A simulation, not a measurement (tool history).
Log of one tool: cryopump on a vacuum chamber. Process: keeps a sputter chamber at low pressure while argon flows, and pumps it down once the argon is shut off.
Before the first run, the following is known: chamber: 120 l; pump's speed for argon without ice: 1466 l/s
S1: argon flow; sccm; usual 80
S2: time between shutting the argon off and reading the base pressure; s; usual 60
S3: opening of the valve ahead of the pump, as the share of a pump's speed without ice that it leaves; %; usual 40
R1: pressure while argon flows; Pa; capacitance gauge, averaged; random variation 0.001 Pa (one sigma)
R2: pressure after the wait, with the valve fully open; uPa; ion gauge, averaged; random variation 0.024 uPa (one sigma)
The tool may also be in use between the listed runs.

| run | hour | S1 | S2 | S3 | R1 | R2 |
|---|---|---|---|---|---|---|
| 1 | 0.0 | 80 | 60 | 40 | 0.2445 | 3.14 |
| 2 | 28.1 | 80 | 60 | 40 | 0.2458 | 3.22 |
| 3 | 55.8 | 80 | 60 | 40 | 0.2471 | 3.22 |
| 4 | 77.2 | 80 | 60 | 40 | 0.2462 | 3.29 |
| 5 | 118.6 | 80 | 60 | 40 | 0.2477 | 3.43 |
| 6 | 150.8 | 80 | 96 | 40 | 0.2510 | 3.21 |
| 7 | 188.4 | 80 | 96 | 40 | 0.2525 | 3.31 |
|  | 200.4 | leaking fittings of the chamber tightened, without venting |
| 8 | 224.5 | 80 | 96 | 40 | 0.2537 | 0.74 |
| 9 | 258.4 | 80 | 96 | 40 | 0.2551 | 0.82 |
| 10 | 278.6 | 80 | 96 | 40 | 0.2555 | 0.87 |
| 11 | 300.5 | 80 | 96 | 40 | 0.2571 | 0.87 |
| 12 | 320.2 | 80 | 96 | 40 | 0.2575 | 0.91 |
| 13 | 361.8 | 80 | 96 | 40 | 0.2591 | 1.00 |
| 14 | 403.6 | 80 | 96 | 40 | 0.2615 | 1.09 |
| 15 | 440.7 | 79 | 60 | 40 | 0.2571 | 1.41 |
| 16 | 462.4 | 159 | 26 | 35 | 0.5882 | 2.42 |
| 17 | 495.8 | 80 | 145 | 40 | 0.2638 | 1.06 |
| 18 | 520.5 | 80 | 145 | 40 | 0.2674 | 1.18 |
| 19 | 545.7 | 47 | 139 | 57 | 0.1168 | 1.23 |
| 20 | 589.1 | 47 | 139 | 57 | 0.1181 | 1.38 |
| 21 | 627.9 | 139 | 124 | 15 | 1.1384 | 1.37 |
| 22 | 670.7 | 139 | 124 | 15 | 1.1467 | 1.57 |
| 23 | 711.0 | 52 | 82 | 15 | 0.4284 | 1.82 |
| 24 | 729.7 | 72 | 153 | 40 | 0.2496 | 1.58 |
| 25 | 762.7 | 37 | 156 | 22 | 0.2174 | 1.66 |
| 26 | 805.3 | 51 | 26 | 21 | 0.3140 | 3.29 |
| 27 | 830.4 | 80 | 232 | 23 | 0.4571 | 1.79 |
|  | 855.6 | pump warmed up, emptied and cooled again |
| 28 | 869.2 | 79 | 64 | 24 | 0.3784 | 1.75 |

Branching from run 28: 3 alternative next runs. What would each branch give?
| A | 896.4 | 144 | 171 | 40 | ? | ? |
| B | 896.4 | 67 | 84 | 24 | ? | ? |
| C | 896.4 | 39 | 154 | 52 | ? | ? |

| run | R1 | R2 |
|---|---|---|
| A | 0.4223 | 1.34 |
| B | 0.3224 | 1.63 |
| C | 0.0888 | 1.40 |
Take away the tool's hidden state, keep each run's random variation, and the runs would have read:
| run | R1 | R2 |
|---|---|---|
| A | 0.4161 | 0.45 |
| B | 0.3195 | 0.71 |
| C | 0.0872 | 0.47 |

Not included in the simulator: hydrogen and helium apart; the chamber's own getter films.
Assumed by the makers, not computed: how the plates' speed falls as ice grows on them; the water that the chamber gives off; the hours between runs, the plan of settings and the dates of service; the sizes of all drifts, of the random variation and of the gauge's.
